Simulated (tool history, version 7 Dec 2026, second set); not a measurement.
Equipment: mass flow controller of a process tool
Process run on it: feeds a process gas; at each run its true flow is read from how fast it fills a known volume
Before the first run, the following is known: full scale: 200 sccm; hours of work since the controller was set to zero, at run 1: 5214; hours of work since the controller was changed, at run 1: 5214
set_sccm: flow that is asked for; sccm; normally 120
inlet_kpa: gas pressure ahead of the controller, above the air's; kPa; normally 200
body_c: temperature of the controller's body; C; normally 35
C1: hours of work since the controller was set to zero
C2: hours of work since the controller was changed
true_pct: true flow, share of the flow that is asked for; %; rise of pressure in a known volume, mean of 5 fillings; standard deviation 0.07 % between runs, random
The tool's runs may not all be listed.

Run 1, hour 0: usual settings; C1 5214; C2 5214. Result: true_pct 95.57 %.
Run 2, hour 272.8: usual settings but body_c 38 C; C1 5408; C2 5408. Result: true_pct 95.51 %.
Run 3, hour 505.8: usual settings but set_sccm 69 sccm; C1 5574; C2 5574. Result: true_pct 93.52 %.
Run 4, hour 701.9: usual settings but set_sccm 69 sccm; C1 5713; C2 5713. Result: true_pct 93.51 %.
Run 5, hour 876.2: usual settings but set_sccm 112 sccm; C1 5838; C2 5838. Result: true_pct 95.12 %.
Run 6, hour 1032.4: usual settings but set_sccm 112 sccm; C1 5949; C2 5949. Result: true_pct 94.99 %.
Run 7, hour 1229.9: usual settings but set_sccm 112 sccm; C1 6089; C2 6089. Result: true_pct 95.03 %.
Run 8, hour 1346.4: usual settings but set_sccm 112 sccm; C1 6172; C2 6172. Result: true_pct 94.87 %.
Run 9, hour 1563: usual settings but set_sccm 112 sccm; C1 6326; C2 6326. Result: true_pct 94.76 %.
Run 10, hour 1736.3: usual settings but body_c 26 C; C1 6450; C2 6450. Result: true_pct 95.33 %.
Run 11, hour 1857.3: usual settings; C1 6536; C2 6536. Result: true_pct 95.07 %.
Run 12, hour 2019.8: usual settings; C1 6651; C2 6651. Result: true_pct 94.86 %.
Run 13, hour 2304: usual settings; C1 6854; C2 6854. Result: true_pct 94.88 %.
Run 14, hour 2423.3: usual settings but body_c 38 C; C1 6939; C2 6939. Result: true_pct 94.63 %.
Run 15, hour 2615.3: usual settings but body_c 38 C; C1 7075; C2 7075. Result: true_pct 94.49 %.
Run 16, hour 2815.8: usual settings but body_c 38 C; C1 7218; C2 7218. Result: true_pct 94.49 %.
At hour 2832.2: controller's zero set anew.
Run 17, hour 2977.9: usual settings; C1 104; C2 7333. Result: true_pct 94.3 %.
Run 18, hour 3160.3: usual settings; C1 234; C2 7463. Result: true_pct 94.16 %.
Run 19, hour 3424.6: usual settings; C1 422; C2 7651. Result: true_pct 93.96 %.
At hour 3441.4: controller's zero set anew, once more.
Run 20, hour 3663.2: usual settings; C1 158; C2 7820. Result: true_pct 96.49 %.
Run 21, hour 3948.9: usual settings; C1 361; C2 8024. Result: true_pct 96.32 %.
Run 22, hour 4227.2: usual settings; C1 559; C2 8222. Result: true_pct 96.22 %.
Run 23, hour 4422.5: usual settings but body_c 39 C; C1 698; C2 8361. Result: true_pct 96.07 %.
Run 24, hour 4543.2: usual settings but set_sccm 55 sccm; C1 784; C2 8447. Result: true_pct 94.91 %.
Run 25, hour 4698.1: usual settings but set_sccm 55 sccm; C1 894; C2 8557. Result: true_pct 94.94 %.
Run 26, hour 4949: usual settings but set_sccm 55 sccm; C1 1073; C2 8736. Result: true_pct 94.71 %.
Run 27, hour 5122.7: usual settings but set_sccm 32 sccm, body_c 28 C; C1 1197; C2 8859. Result: true_pct 94.09 %.
Run 28, hour 5262: usual settings but set_sccm 32 sccm, inlet_kpa 256 kPa, body_c 27 C; C1 1296; C2 8958. Result: true_pct 93.49 %.
Run 29, hour 5445.6: usual settings but set_sccm 44 sccm, body_c 33 C; C1 1426; C2 9089. Result: true_pct 94.15 %.
Run 30, hour 5725.4: usual settings but set_sccm 44 sccm, body_c 33 C; C1 1626; C2 9288. Result: true_pct 94.05 %.
Run 31, hour 6009.6: usual settings but inlet_kpa 265 kPa; C1 1828; C2 9490. Result: true_pct 95.13 %.
Run 32, hour 6140.5: usual settings but inlet_kpa 265 kPa; C1 1921; C2 9584. Result: true_pct 95.11 %.
Run 33, hour 6340.2: usual settings but inlet_kpa 265 kPa; C1 2063; C2 9726. Result: true_pct 94.89 %.
Run 34, hour 6489.2: usual settings but set_sccm 27 sccm, inlet_kpa 170 kPa, body_c 39 C; C1 2169; C2 9832. Result: true_pct 92.1 %.
Run 35, hour 6636.7: usual settings but set_sccm 135 sccm, inlet_kpa 164 kPa, body_c 26 C; C1 2274; C2 9937. Result: true_pct 96.07 %.
Run 36, hour 6881.7: usual settings but set_sccm 135 sccm, inlet_kpa 164 kPa, body_c 26 C; C1 2449; C2 10111. Result: true_pct 96.03 %.
Run 37, hour 7120.6: usual settings but set_sccm 135 sccm, inlet_kpa 164 kPa, body_c 26 C; C1 2619; C2 10281. Result: true_pct 96.09 %.
Run 38, hour 7284.8: usual settings but set_sccm 135 sccm, inlet_kpa 164 kPa, body_c 26 C; C1 2735; C2 10398. Result: true_pct 96.1 %.
Run 39, hour 7454.5: usual settings but set_sccm 74 sccm, inlet_kpa 278 kPa, body_c 21 C; C1 2856; C2 10519. Result: true_pct 94.02 %.
Run 40, hour 7735.9: usual settings but set_sccm 37 sccm, inlet_kpa 164 kPa; C1 3057; C2 10719. Result: true_pct 92.15 %.
Run 41, hour 7899.6: usual settings but set_sccm 57 sccm, inlet_kpa 164 kPa; C1 3173; C2 10836. Result: true_pct 93.44 %.
Run 42, hour 8135.2: usual settings but set_sccm 20 sccm, inlet_kpa 164 kPa, body_c 28 C; C1 3341; C2 11003. Result: true_pct 89.09 %.
Run 43, hour 8421: usual settings but set_sccm 20 sccm, inlet_kpa 151 kPa, body_c 40 C; C1 3544; C2 11207. Result: true_pct 88.46 %.
Run 44, hour 8644.2: usual settings but set_sccm 20 sccm, inlet_kpa 151 kPa, body_c 40 C; C1 3703; C2 11366. Result: true_pct 88.14 %.
Run 45, hour 8814.7: usual settings but set_sccm 169 sccm, inlet_kpa 168 kPa, body_c 40 C; C1 3824; C2 11487. Result: true_pct 95.67 %.
Run 46, hour 9020: usual settings but set_sccm 59 sccm, inlet_kpa 257 kPa, body_c 25 C; C1 3971; C2 11633. Result: true_pct 92.38 %.
Run 47, hour 9265.9: usual settings but set_sccm 59 sccm, inlet_kpa 259 kPa, body_c 21 C; C1 4145; C2 11808. Result: true_pct 92.4 %.
Run 48, hour 9386.3: usual settings but set_sccm 59 sccm, inlet_kpa 177 kPa, body_c 21 C; C1 4231; C2 11894. Result: true_pct 92.87 %.

Predict each of these 4 candidate next runs independently; none follows another, all start after run 48:
Run A, hour 9632.7: usual settings but set_sccm 42 sccm, inlet_kpa 202 kPa, body_c 37 C; C1 4407; C2 12069. Result: true_pct ?.
Run B, hour 9632.7: usual settings but set_sccm 22 sccm, inlet_kpa 197 kPa, body_c 40 C; C1 4407; C2 12069. Result: true_pct ?.
Run C, hour 9632.7: usual settings but set_sccm 50 sccm; C1 4407; C2 12069. Result: true_pct ?.
Run D, hour 9632.7: usual settings but set_sccm 55 sccm; C1 4407; C2 12069. Result: true_pct ?.

run  true_pct
  A     90.81
  B     87.31
  C     91.57
  D     91.85
The same runs, with their run-to-run variation unchanged, on a tool lacking any hidden condition would have given:
run  true_pct
  A     97.51
  B     97.29
  C      97.7
  D     97.69
